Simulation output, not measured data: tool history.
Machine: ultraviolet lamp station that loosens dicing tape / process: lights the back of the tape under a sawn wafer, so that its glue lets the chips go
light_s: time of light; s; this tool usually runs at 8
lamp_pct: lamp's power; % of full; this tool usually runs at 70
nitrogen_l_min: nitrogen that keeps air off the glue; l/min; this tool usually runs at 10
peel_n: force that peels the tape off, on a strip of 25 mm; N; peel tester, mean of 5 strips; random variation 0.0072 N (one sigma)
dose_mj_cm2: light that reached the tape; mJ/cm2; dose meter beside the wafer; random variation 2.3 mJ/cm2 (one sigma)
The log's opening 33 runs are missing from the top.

run,hour,light_s,lamp_pct,nitrogen_l_min,peel_n,dose_mj_cm2
34,551.4,4,87,17,0.79,112
35,573.7,8,62,7,0.614,160
36,585.8,8,62,7,0.652,160
# hour 600.2: window cleaned of glue's vapour, once more
37,601.1,8,73,8,0.307,222
38,615.4,8,68,20,0.279,205
39,636.2,6,69,10,0.543,149
40,647.7,6,69,10,0.561,150
41,668.5,6,69,10,0.576,151
42,682,8,72,5,0.434,209

Forecast each of these 5 alternatives for the next run:
A,698.4,6,67,5,?,?
B,698.4,6,63,16,?,?
C,698.4,6,72,5,?,?
D,698.4,12,73,10,?,?
E,698.4,4,67,20,?,?

run,peel_n,dose_mj_cm2
A,0.867,146
B,0.576,134
C,0.774,156
D,0.188,314
E,1,99
Had the tool no hidden state, the same runs would have come out as:
run,peel_n,dose_mj_cm2
A,0.666,169
B,0.433,156
C,0.589,182
D,0.175,365
E,0.775,115
